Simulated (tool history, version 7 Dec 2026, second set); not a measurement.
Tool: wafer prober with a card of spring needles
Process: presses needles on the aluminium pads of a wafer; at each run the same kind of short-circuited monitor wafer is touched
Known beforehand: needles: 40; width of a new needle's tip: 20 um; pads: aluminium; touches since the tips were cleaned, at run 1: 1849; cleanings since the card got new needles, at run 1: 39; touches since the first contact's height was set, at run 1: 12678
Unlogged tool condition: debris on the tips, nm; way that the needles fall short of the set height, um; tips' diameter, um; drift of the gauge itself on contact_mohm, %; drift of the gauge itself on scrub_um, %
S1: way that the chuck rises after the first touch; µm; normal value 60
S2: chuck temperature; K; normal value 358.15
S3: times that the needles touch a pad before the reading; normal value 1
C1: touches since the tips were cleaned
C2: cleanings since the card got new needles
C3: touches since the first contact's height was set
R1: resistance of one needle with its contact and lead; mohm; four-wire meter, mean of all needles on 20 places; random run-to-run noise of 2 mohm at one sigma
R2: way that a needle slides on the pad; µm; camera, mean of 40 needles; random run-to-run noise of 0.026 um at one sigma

| run | hour | S1 | S2 | S3 | C1 | C2 | C3 | R1 | R2 |
|---|---|---|---|---|---|---|---|---|---|
| 1 | 0 | 60 | 358.15 | 1 | 1849 | 39 | 12678 | 306 | 12.89 |
|  | 6.9 | tips cleaned on abrasive film |
|  | 16.2 | tips cleaned on abrasive film |
|  | 25.4 | tips cleaned on abrasive film |
|  | 36.9 | tips cleaned on abrasive film |
|  | 48.4 | tips cleaned on abrasive film |
| 2 | 51.9 | 60 | 358.15 | 1 | 2403 | 44 | 47542 | 312 | 12.69 |
|  | 58.8 | tips cleaned on abrasive film |
|  | 68.1 | tips cleaned on abrasive film |
|  | 77.3 | tips cleaned on abrasive film |
|  | 86.5 | tips cleaned on abrasive film |
|  | 98 | tips cleaned on abrasive film |
| 3 | 101.2 | 60 | 358.15 | 1 | 2160 | 49 | 80638 | 317 | 12.69 |
|  | 108.2 | tips cleaned on abrasive film |
|  | 113 | height of the first contact set anew |
|  | 120 | tips cleaned on abrasive film |
|  | 131.5 | tips cleaned on abrasive film |
|  | 143 | tips cleaned on abrasive film |
| 4 | 150.6 | 52 | 358.15 | 1 | 5193 | 53 | 25303 | 433 | 11.15 |
|  | 153 | tips cleaned on abrasive film |
|  | 162.2 | tips cleaned on abrasive film |
|  | 173.7 | tips cleaned on abrasive film |
|  | 183 | tips cleaned on abrasive film |
|  | 194.5 | tips cleaned on abrasive film |
| 5 | 201.8 | 60 | 358.15 | 1 | 4969 | 58 | 59661 | 377 | 12.76 |
|  | 204.2 | tips cleaned on abrasive film |
|  | 215.7 | tips cleaned on abrasive film |
|  | 224.9 | tips cleaned on abrasive film |
| 6 | 227.8 | 74 | 358.15 | 1 | 1929 | 61 | 77063 | 273 | 15.66 |
|  | 234.7 | tips cleaned on abrasive film |
|  | 243.9 | tips cleaned on abrasive film |
|  | 244.2 | height of the first contact set anew |
|  | 255.7 | tips cleaned on abrasive film |
|  | 267.2 | tips cleaned on abrasive film |
|  | 276.4 | tips cleaned on abrasive film |
| 7 | 280.8 | 56 | 358.15 | 1 | 2968 | 66 | 24625 | 362 | 11.99 |
|  | 287.7 | tips cleaned on abrasive film |
|  | 299.2 | tips cleaned on abrasive film |
|  | 310.5 | tips cleaned on abrasive film |
| 8 | 310.5 | 60 | 395.15 | 1 | 0 | 69 | 44576 | 236 | 12.8 |
|  | 322 | tips cleaned on abrasive film |
|  | 333.5 | tips cleaned on abrasive film |
|  | 342.7 | tips cleaned on abrasive film |
|  | 354.2 | tips cleaned on abrasive film |
|  | 365.7 | tips cleaned on abrasive film |
| 9 | 365.8 | 62 | 358.15 | 1 | 55 | 74 | 81742 | 225 | 13.11 |
|  | 375 | tips cleaned on abrasive film |
|  | 375.3 | height of the first contact set anew |
|  | 384.6 | tips cleaned on abrasive film |
|  | 393.8 | tips cleaned on abrasive film |
|  | 405.3 | tips cleaned on abrasive film |
| 10 | 405.7 | 62 | 358.15 | 1 | 310 | 78 | 20420 | 242 | 13.23 |
|  | 415 | tips cleaned on abrasive film |
|  | 426.5 | tips cleaned on abrasive film |
|  | 435.7 | tips cleaned on abrasive film |
|  | 447.2 | tips cleaned on abrasive film |
| 11 | 447.3 | 62 | 358.15 | 2 | 64 | 82 | 48325 | 222 | 13.21 |
|  | 456.5 | tips cleaned on abrasive film |
|  | 468 | tips cleaned on abrasive film |
|  | 477.2 | tips cleaned on abrasive film |
| 12 | 478.3 | 57 | 358.15 | 1 | 740 | 85 | 69162 | 267 | 12.12 |
|  | 487.5 | tips cleaned on abrasive film |
|  | 499 | tips cleaned on abrasive film |
|  | 506.2 | height of the first contact set anew |
|  | 510.9 | tips cleaned on abrasive film |
| 13 | 516.9 | 57 | 358.15 | 1 | 4119 | 88 | 7213 | 374 | 12.29 |
|  | 521.6 | tips cleaned on abrasive film |
|  | 530.8 | tips cleaned on abrasive film |
|  | 540 | tips cleaned on abrasive film |
|  | 551.5 | tips cleaned on abrasive film |
| 14 | 552.4 | 64 | 322.15 | 1 | 588 | 92 | 31003 | 251 | 13.69 |
|  | 561.6 | tips cleaned on abrasive film |
|  | 573.1 | tips cleaned on abrasive film |
|  | 584.6 | tips cleaned on abrasive film |
|  | 593.9 | tips cleaned on abrasive film |
| 15 | 599.2 | 73 | 302.15 | 1 | 3601 | 96 | 62448 | 318 | 15.53 |

The next listed run, before its measurement:
|  | 603.8 | tips cleaned on abrasive film |
|  | 613.1 | tips cleaned on abrasive film |
|  | 624.6 | tips cleaned on abrasive film |
|  | 633.8 | tips cleaned on abrasive film |
| 16 | 635.1 | 50 | 302.15 | 1 | 868 | 100 | 86518 | ? | ? |

{"run 16": {"R1": 286, "R2": 10.47}}
Take away the tool's hidden state, keep the run-to-run variation as it was, and the same run would have given R1 201 mohm, R2 10.71 µm.

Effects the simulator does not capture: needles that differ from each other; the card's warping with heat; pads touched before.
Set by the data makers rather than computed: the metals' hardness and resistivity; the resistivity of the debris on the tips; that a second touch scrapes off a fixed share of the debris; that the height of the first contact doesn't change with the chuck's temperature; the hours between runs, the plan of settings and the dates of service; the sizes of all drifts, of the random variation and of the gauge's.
